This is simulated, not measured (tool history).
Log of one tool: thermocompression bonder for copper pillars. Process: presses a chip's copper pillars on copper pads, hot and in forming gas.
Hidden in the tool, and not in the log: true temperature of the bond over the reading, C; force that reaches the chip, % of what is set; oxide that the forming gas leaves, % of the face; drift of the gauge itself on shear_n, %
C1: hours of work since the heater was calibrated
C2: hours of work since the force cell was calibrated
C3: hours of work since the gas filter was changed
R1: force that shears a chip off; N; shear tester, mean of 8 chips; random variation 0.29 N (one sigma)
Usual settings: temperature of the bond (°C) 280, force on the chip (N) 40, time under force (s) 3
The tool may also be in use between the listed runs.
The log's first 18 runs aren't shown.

run 19 hour=674.1 | temperature_of_the_bond_(°C)=280 force_on_the_chip_(N)=40 time_under_force_(s)=4 | C1=447 C2=137 C3=26 | R1=35.2
run 20 hour=726.4 | temperature_of_the_bond_(°C)=280 force_on_the_chip_(N)=40 time_under_force_(s)=4 | C1=483 C2=173 C3=62 | R1=34.9
-- hour=748.9 force cell calibrated, once more
run 21 hour=769.8 | temperature_of_the_bond_(°C)=280 force_on_the_chip_(N)=35 time_under_force_(s)=5 | C1=511 C2=14 C3=91 | R1=30.1
run 22 hour=804.6 | temperature_of_the_bond_(°C)=265 force_on_the_chip_(N)=35 time_under_force_(s)=2 | C1=535 C2=38 C3=114 | R1=16.6
run 23 hour=854.1 | temperature_of_the_bond_(°C)=272 force_on_the_chip_(N)=55 time_under_force_(s)=2 | C1=569 C2=72 C3=148 | R1=30.9
run 24 hour=892.8 | temperature_of_the_bond_(°C)=282 force_on_the_chip_(N)=40 time_under_force_(s)=8 | C1=596 C2=98 C3=175 | R1=40.7
-- hour=904.3 forming gas filter changed
run 25 hour=927.3 | temperature_of_the_bond_(°C)=280 force_on_the_chip_(N)=40 time_under_force_(s)=7 | C1=619 C2=122 C3=16 | R1=40.3
run 26 hour=958.4 | temperature_of_the_bond_(°C)=280 force_on_the_chip_(N)=30 time_under_force_(s)=2 | C1=640 C2=143 C3=37 | R1=18.1
run 27 hour=1001.4 | temperature_of_the_bond_(°C)=291 force_on_the_chip_(N)=42 time_under_force_(s)=3 | C1=669 C2=172 C3=66 | R1=34.1
run 28 hour=1026.3 | temperature_of_the_bond_(°C)=291 force_on_the_chip_(N)=42 time_under_force_(s)=3 | C1=686 C2=189 C3=83 | R1=34.3
run 29 hour=1056.9 | temperature_of_the_bond_(°C)=280 force_on_the_chip_(N)=51 time_under_force_(s)=4 | C1=707 C2=210 C3=104 | R1=40.9

Run 30 comes next. What will it give?
run 30 hour=1092.4 | temperature_of_the_bond_(°C)=293 force_on_the_chip_(N)=38 time_under_force_(s)=8 | C1=732 C2=235 C3=129 | R1=?

R1: 44.4 N
Without the tool's hidden state the same run would have given R1 47.1 N.
